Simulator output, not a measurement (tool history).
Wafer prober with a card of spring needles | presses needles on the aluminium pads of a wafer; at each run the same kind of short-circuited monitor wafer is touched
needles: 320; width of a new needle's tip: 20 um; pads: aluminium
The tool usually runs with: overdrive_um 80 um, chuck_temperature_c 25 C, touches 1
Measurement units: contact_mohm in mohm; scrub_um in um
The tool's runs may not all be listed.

run	hour	overdrive_um	chuck_temperature_c	touches	contact_mohm	scrub_um
1	0.0	80	25	1	244	21.61
# hour 5.3: tips cleaned on abrasive film
2	6.6	80	25	1	241	21.67
3	16.9	80	25	1	240	21.71
# hour 23.8: tips cleaned on abrasive film
4	25.6	80	25	1	243	21.69
5	35.9	80	25	1	243	21.82
# hour 42.4: tips cleaned on abrasive film
6	46.4	80	87	1	260	21.83
7	58.6	80	87	1	260	21.79
# hour 61.4: tips cleaned on abrasive film
8	68.4	68	87	1	264	18.60
9	74.3	80	78	1	258	22.02
# hour 80.0: tips cleaned on abrasive film
10	80.0	80	25	1	239	22.03
11	85.2	80	25	1	242	21.87
12	95.8	80	25	1	240	21.83
# hour 98.5: tips cleaned on abrasive film
13	107.9	80	25	1	242	21.93
# hour 117.4: tips cleaned on abrasive film
14	117.4	80	25	1	238	22.04
# hour 122.1: gauge calibrated
15	122.7	80	25	1	242	21.66
16	129.4	80	25	1	239	21.58
# hour 136.6: tips cleaned on abrasive film
17	138.3	80	25	1	242	21.79
18	144.7	100	41	2	236	27.10
# hour 155.2: tips cleaned on abrasive film
19	157.5	100	41	2	241	27.05
20	169.3	97	96	2	259	26.38
# hour 173.8: tips cleaned on abrasive film
21	181.8	74	59	1	257	20.11
22	191.5	80	37	1	242	21.95
# hour 192.9: tips cleaned on abrasive film
23	200.5	65	84	2	265	17.83
24	205.7	62	31	1	252	16.96
# hour 212.1: tips cleaned on abrasive film
25	213.5	62	31	1	251	16.96
26	218.7	62	31	1	255	16.96
27	226.5	84	43	3	247	23.04
# hour 230.9: tips cleaned on abrasive film
28	232.5	84	43	3	245	23.06
29	243.9	96	56	3	246	26.33
# hour 249.6: tips cleaned on abrasive film
30	255.8	96	56	3	249	26.44
31	265.3	84	119	2	268	23.14
# hour 268.5: tips cleaned on abrasive film
32	270.7	84	119	2	268	23.24
33	279.7	98	35	2	233	26.99
34	285.8	98	35	1	240	27.28

Here are 3 independent what-if runs from the current tool condition. What would each one return?
# hour 287.6: tips cleaned on abrasive film
A	296.0	71	25	2	?	?
# hour 287.6: tips cleaned on abrasive film
B	296.0	70	62	1	?	?
# hour 287.6: tips cleaned on abrasive film
C	296.0	76	26	3	?	?

run	contact_mohm	scrub_um
A	248	19.75
B	261	19.36
C	243	21.10
Without the tool's hidden state the same runs would have given:
run	contact_mohm	scrub_um
A	248	19.27
B	261	18.88
C	243	20.59
